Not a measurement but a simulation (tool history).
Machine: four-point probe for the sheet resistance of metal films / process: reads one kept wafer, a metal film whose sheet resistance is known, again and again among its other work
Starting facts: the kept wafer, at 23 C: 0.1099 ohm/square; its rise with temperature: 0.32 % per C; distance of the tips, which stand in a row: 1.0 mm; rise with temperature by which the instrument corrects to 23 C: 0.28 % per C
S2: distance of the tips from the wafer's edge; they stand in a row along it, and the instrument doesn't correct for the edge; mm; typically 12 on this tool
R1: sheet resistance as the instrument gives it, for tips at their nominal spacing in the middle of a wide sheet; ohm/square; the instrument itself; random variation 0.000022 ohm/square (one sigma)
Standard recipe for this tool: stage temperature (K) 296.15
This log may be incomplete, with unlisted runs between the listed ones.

Run 1, hour 0: usual settings. Result: R1 0.111434 ohm/square.
Run 2, hour 12.9: usual settings. Result: R1 0.111411 ohm/square.
Run 3, hour 30.6: usual settings. Result: R1 0.111433 ohm/square.
Run 4, hour 47.8: usual settings. Result: R1 0.111445 ohm/square.
Run 5, hour 62.5: usual settings. Result: R1 0.111474 ohm/square.
Run 6, hour 73.9: usual settings but stage temperature (K) 306.15. Result: R1 0.11189 ohm/square.
Run 7, hour 83.6: usual settings but stage temperature (K) 306.15. Result: R1 0.111894 ohm/square.
Run 8, hour 97.8: usual settings but S2 6 mm. Result: R1 0.112713 ohm/square.
Run 9, hour 112.8: usual settings but S2 6 mm. Result: R1 0.112746 ohm/square.
Run 10, hour 127.9: usual settings but stage temperature (K) 293.15, S2 6 mm. Result: R1 0.112572 ohm/square.
Run 11, hour 145.3: usual settings but stage temperature (K) 293.15, S2 6 mm. Result: R1 0.112613 ohm/square.
Run 12, hour 158.7: usual settings but stage temperature (K) 293.15, S2 6 mm. Result: R1 0.112615 ohm/square.
Run 13, hour 172.8: usual settings. Result: R1 0.111535 ohm/square.
Run 14, hour 183: usual settings. Result: R1 0.111527 ohm/square.
Run 15, hour 200.1: usual settings. Result: R1 0.111529 ohm/square.
Run 16, hour 214.1: usual settings. Result: R1 0.111548 ohm/square.
Run 17, hour 222.4: usual settings but stage temperature (K) 306.15, S2 42 mm. Result: R1 0.111653 ohm/square.

Estimate the outcome of run 18 from the log above:
Run 18, hour 239.3: usual settings but S2 5 mm. Result: R1 ?.

R1: 0.113524 ohm/square
Were there no unlogged condition in the tool, this run, its random variation unchanged, would have produced R1 0.112231 ohm/square.
